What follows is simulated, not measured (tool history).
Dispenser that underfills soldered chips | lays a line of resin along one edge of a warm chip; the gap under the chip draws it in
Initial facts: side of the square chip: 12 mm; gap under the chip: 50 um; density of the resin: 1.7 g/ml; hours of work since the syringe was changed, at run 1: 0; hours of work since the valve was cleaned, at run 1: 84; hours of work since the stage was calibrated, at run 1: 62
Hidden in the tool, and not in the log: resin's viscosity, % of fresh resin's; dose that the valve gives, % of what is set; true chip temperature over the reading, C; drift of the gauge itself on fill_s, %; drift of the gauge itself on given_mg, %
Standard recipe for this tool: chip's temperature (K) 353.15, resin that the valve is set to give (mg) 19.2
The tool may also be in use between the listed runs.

| run | day | chip's temperature (K) | resin that the valve is set to give (mg) | hours of work since the syringe was changed | hours of work since the valve was cleaned | hours of work since the stage was calibrated | time until the resin shows at the far edge (s) | resin that the valve gave (mg) |
|---|---|---|---|---|---|---|---|---|
| 1 | 0 | 353.15 | 19.2 | 0 | 84 | 62 | 222.6 | 17.7 |
|  | 0.583 | new syringe of resin |
|  | 0.625 | dispensing valve cleaned and set on the balance |
| 2 | 0.625 | 353.15 | 19.2 | 0 | 0 | 72 | 216.3 | 19.16 |
|  | 1.217 | new syringe of resin |
| 3 | 1.221 | 353.15 | 19.2 | 0 | 10 | 82 | 218.3 | 18.91 |
| 4 | 1.542 | 353.15 | 19.2 | 6 | 16 | 88 | 321 | 19.1 |
|  | 1.804 | new syringe of resin |
| 5 | 1.954 | 353.15 | 18.4 | 3 | 23 | 95 | 257.9 | 17.98 |
| 6 | 2.242 | 353.15 | 17.9 | 8 | 28 | 100 | 374.2 | 17.32 |
|  | 2.412 | new syringe of resin |
| 7 | 2.504 | 353.15 | 17.9 | 2 | 32 | 104 | 237.9 | 17.49 |
|  | 3.004 | new syringe of resin |
| 8 | 3.029 | 353.15 | 17.9 | 1 | 41 | 113 | 224.7 | 17.37 |
|  | 3.592 | new syringe of resin |
| 9 | 3.604 | 353.15 | 17.9 | 0 | 51 | 123 | 211.7 | 17.21 |
| 10 | 3.896 | 363.15 | 19.2 | 5 | 56 | 128 | 184.8 | 18.39 |
|  | 4.212 | new syringe of resin |
| 11 | 4.488 | 353.15 | 19.2 | 5 | 66 | 138 | 289.9 | 18.13 |
|  | 4.821 | new syringe of resin |
| 12 | 4.946 | 353.15 | 19.2 | 2 | 74 | 146 | 244.6 | 17.99 |
| 13 | 5.283 | 353.15 | 19.2 | 8 | 80 | 152 | 367.5 | 17.95 |
|  | 5.421 | new syringe of resin |
| 14 | 5.838 | 353.15 | 19.2 | 7 | 89 | 161 | 347.3 | 17.81 |
|  | 6.025 | new syringe of resin |
|  | 6.158 | dispensing valve cleaned and set on the balance |
| 15 | 6.483 | 353.15 | 19.2 | 7 | 6 | 171 | 345.6 | 19.08 |
|  | 6.679 | new syringe of resin |
| 16 | 6.854 | 363.15 | 19.2 | 3 | 12 | 178 | 151.9 | 18.96 |
| 17 | 7.192 | 363.15 | 19.2 | 9 | 18 | 184 | 231.3 | 18.94 |
|  | 7.292 | new syringe of resin |
| 18 | 7.8 | 338.15 | 23.3 | 9 | 28 | 194 | 816.6 | 22.6 |
|  | 7.904 | new syringe of resin |
| 19 | 8.079 | 355.15 | 22.2 | 3 | 33 | 199 | 222.9 | 21.45 |
|  | 8.538 | new syringe of resin |
| 20 | 8.638 | 355.15 | 22.2 | 2 | 42 | 208 | 203.2 | 21.45 |
|  | 9.154 | new syringe of resin |
| 21 | 9.254 | 353.15 | 17.1 | 2 | 53 | 219 | 233.4 | 16.11 |
| 22 | 9.629 | 357.15 | 19.3 | 8 | 59 | 225 | 294.7 | 18.19 |
|  | 9.758 | new syringe of resin |
| 23 | 10.083 | 357.15 | 19.3 | 6 | 67 | 233 | 246.3 | 18.16 |
|  | 10.358 | new syringe of resin |
| 24 | 10.654 | 350.15 | 22.3 | 5 | 77 | 243 | 336.6 | 20.76 |
|  | 10.988 | new syringe of resin |
| 25 | 11.021 | 367.15 | 19.2 | 1 | 83 | 249 | 106.6 | 17.8 |
|  | 11.617 | new syringe of resin |
| 26 | 11.617 | 349.15 | 19.3 | 0 | 93 | 259 | 250.8 | 17.7 |
|  | 11.704 | dispensing valve cleaned and set on the balance |
| 27 | 12.038 | 362.15 | 23.8 | 7 | 6 | 265 | 199.1 | 23.72 |
|  | 12.262 | new syringe of resin |
| 28 | 12.379 | 360.15 | 22.8 | 2 | 12 | 271 | 159.3 | 22.31 |
| 29 | 12.792 | 353.15 | 23.4 | 9 | 19 | 278 | 374.4 | 23.03 |
|  | 12.883 | new syringe of resin |
| 30 | 13.317 | 353.15 | 23.4 | 8 | 28 | 287 | 330.2 | 22.87 |
|  | 13.496 | new syringe of resin |
| 31 | 13.796 | 360.15 | 16.6 | 5 | 36 | 295 | 207.5 | 16 |
|  | 14.096 | new syringe of resin |
| 32 | 14.117 | 356.15 | 16.9 | 0 | 41 | 301 | 182.9 | 16.31 |
| 33 | 14.554 | 352.15 | 16.9 | 8 | 49 | 308 | 377.8 | 16.25 |
|  | 14.712 | new syringe of resin |
| 34 | 14.958 | 352.15 | 16.9 | 4 | 56 | 315 | 293.3 | 16.29 |

Predict each of these 4 candidate next runs independently; none follows another, all start after run 34:
| A | 15.208 | 354.15 | 19.2 | 9 | 60 | 320 | ? | ? |
| B | 15.208 | 353.15 | 18.2 | 9 | 60 | 320 | ? | ? |
| C | 15.208 | 359.15 | 19.2 | 9 | 60 | 320 | ? | ? |
| D | 15.208 | 338.15 | 19.2 | 9 | 60 | 320 | ? | ? |

| run | time until the resin shows at the far edge (s) | resin that the valve gave (mg) |
|---|---|---|
| A | 345.3 | 18.15 |
| B | 367.7 | 17.21 |
| C | 272.5 | 18.13 |
| D | 811 | 18.05 |
The same runs, with their run-to-run variation unchanged, on a tool lacking any hidden condition would have given:
| run | time until the resin shows at the far edge (s) | resin that the valve gave (mg) |
|---|---|---|
| A | 203.1 | 19.16 |
| B | 215.9 | 18.17 |
| C | 159.7 | 19.14 |
| D | 481.1 | 19.06 |
